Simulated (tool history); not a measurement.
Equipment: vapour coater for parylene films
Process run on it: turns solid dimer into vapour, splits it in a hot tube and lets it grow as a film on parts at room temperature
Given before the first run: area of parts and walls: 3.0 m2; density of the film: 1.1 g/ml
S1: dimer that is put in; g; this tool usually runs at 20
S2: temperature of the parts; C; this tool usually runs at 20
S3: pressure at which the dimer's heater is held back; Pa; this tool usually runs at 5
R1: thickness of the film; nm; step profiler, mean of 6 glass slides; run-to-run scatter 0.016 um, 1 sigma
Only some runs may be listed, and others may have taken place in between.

{"run": 1, "hour": 0.0, "S1": 20, "S2": 20, "S3": 5, "R1": 2950}
{"run": 2, "hour": 11.8, "S1": 17, "S2": 20, "S3": 5, "R1": 2530}
{"run": 3, "hour": 20.2, "S1": 17, "S2": 20, "S3": 5, "R1": 2510}
{"run": 4, "hour": 34.1, "S1": 20, "S2": 32, "S3": 5, "R1": 2020}
{"run": 5, "hour": 47.9, "S1": 20, "S2": 20, "S3": 2.37, "R1": 3480}
{"run": 6, "hour": 59.9, "S1": 20, "S2": 20, "S3": 5, "R1": 2980}
{"run": 7, "hour": 74.7, "S1": 20, "S2": 20, "S3": 5, "R1": 2950}
{"run": 8, "hour": 86.9, "S1": 20, "S2": 12, "S3": 5, "R1": 3880}
{"run": 9, "hour": 95.9, "S1": 20, "S2": 20, "S3": 5, "R1": 2990}
{"run": 10, "hour": 107.4, "S1": 20, "S2": 20, "S3": 5, "R1": 3000}
{"run": 11, "hour": 120.3, "S1": 20, "S2": 20, "S3": 5, "R1": 2990}
{"run": 12, "hour": 137.2, "S1": 20, "S2": 20, "S3": 5, "R1": 2980}
{"run": 13, "hour": 153.0, "S1": 20, "S2": 20, "S3": 5, "R1": 2990}
{"run": 14, "hour": 166.2, "S1": 20, "S2": 20, "S3": 5, "R1": 3030}
{"run": 15, "hour": 178.8, "S1": 20, "S2": 20, "S3": 5, "R1": 3010}
{"run": 16, "hour": 193.0, "S1": 12, "S2": 20, "S3": 5, "R1": 1800}
{"run": 17, "hour": 209.5, "S1": 12, "S2": 20, "S3": 5, "R1": 1800}
{"run": 18, "hour": 225.8, "S1": 20, "S2": 20, "S3": 4.69, "R1": 3070}
{"run": 19, "hour": 241.6, "S1": 20, "S2": 20, "S3": 4.69, "R1": 3070}
{"run": 20, "hour": 251.4, "S1": 20, "S2": 20, "S3": 4.69, "R1": 3050}
{"run": 21, "hour": 269.4, "S1": 20, "S2": 20, "S3": 5, "R1": 3030}
{"run": 22, "hour": 287.4, "S1": 20, "S2": 20, "S3": 5, "R1": 3000}
{"run": 23, "hour": 305.0, "S1": 20, "S2": 20, "S3": 3.6, "R1": 3230}
{"run": 24, "hour": 314.7, "S1": 19, "S2": 20, "S3": 2.35, "R1": 3350}
{"run": 25, "hour": 327.3, "S1": 19, "S2": 20, "S3": 2.35, "R1": 3380}
{"run": 26, "hour": 341.0, "S1": 19, "S2": 20, "S3": 2.35, "R1": 3360}
{"run": 27, "hour": 355.6, "S1": 15, "S2": 20, "S3": 8.24, "R1": 2040}
{"run": 28, "hour": 365.2, "S1": 24, "S2": 15, "S3": 7.38, "R1": 3950}
{"run": 29, "hour": 374.6, "S1": 34, "S2": 29, "S3": 2.92, "R1": 4290}
{"run": 30, "hour": 391.0, "S1": 34, "S2": 29, "S3": 2.92, "R1": 4310}
{"run": 31, "hour": 407.6, "S1": 34, "S2": 29, "S3": 2.92, "R1": 4290}
{"run": 32, "hour": 418.8, "S1": 8, "S2": 30, "S3": 5, "R1": 900}
{"run": 33, "hour": 434.5, "S1": 11, "S2": 21, "S3": 4.06, "R1": 1690}
{"run": 34, "hour": 450.4, "S1": 11, "S2": 21, "S3": 4.06, "R1": 1710}
{"hour": 456.5, "done": "gauge calibrated"}
{"run": 35, "hour": 463.3, "S1": 9, "S2": 22, "S3": 5, "R1": 1240}
{"run": 36, "hour": 481.0, "S1": 27, "S2": 29, "S3": 3.05, "R1": 3300}
{"run": 37, "hour": 494.4, "S1": 11, "S2": 20, "S3": 2.18, "R1": 1950}
{"hour": 510.1, "done": "trap's valve overhauled"}
{"run": 38, "hour": 510.1, "S1": 12, "S2": 19, "S3": 7.87, "R1": 1690}
{"run": 39, "hour": 520.1, "S1": 12, "S2": 19, "S3": 7.87, "R1": 1700}
{"run": 40, "hour": 530.0, "S1": 15, "S2": 30, "S3": 5.95, "R1": 1550}
{"run": 41, "hour": 542.6, "S1": 15, "S2": 30, "S3": 5.95, "R1": 1560}
{"hour": 552.8, "done": "table's thermometer calibrated"}
{"run": 42, "hour": 552.8, "S1": 11, "S2": 29, "S3": 4.05, "R1": 1270}
{"run": 43, "hour": 565.0, "S1": 20, "S2": 13, "S3": 2.6, "R1": 4300}
{"run": 44, "hour": 573.3, "S1": 20, "S2": 13, "S3": 2.8, "R1": 4270}
{"run": 45, "hour": 584.8, "S1": 33, "S2": 15, "S3": 5, "R1": 5880}
{"run": 46, "hour": 597.3, "S1": 33, "S2": 15, "S3": 5, "R1": 5820}

For some of the steps in R1 from one run to the next: how much would appear even if the tool had no hidden state, given the settings, what came in and random variation, and how much remains for the hidden state plus any gauge scatter that the measured result and the result without hidden state don't share?
Unlogged tool condition in this case: vapour lost through the trap's worn valve, %; true temperature of the parts over the reading, C; drift of the gauge itself on film_um, %.
Run 27 -> 28: S1 15 -> 24, S2 20 -> 15, S3 8.24 -> 7.38. R1 +1910 nm: hidden state +30, all else +1880.
Run 31 -> 32: S1 34 -> 8, S2 29 -> 30, S3 2.92 -> 5. R1 -3390 nm: hidden state -70, all else -3320.
Run 34 -> 35: S1 11 -> 9, S2 21 -> 22, S3 4.06 -> 5, gauge calibrated. R1 -470 nm: hidden state -40, all else -430.
Run 35 -> 36: S1 9 -> 27, S2 22 -> 29, S3 5 -> 3.05. R1 +2060 nm: hidden state -10, all else +2070.
Run 42 -> 43: S1 11 -> 20, S2 29 -> 13, S3 4.05 -> 2.6. R1 +3030 nm: hidden state +10, all else +3020.
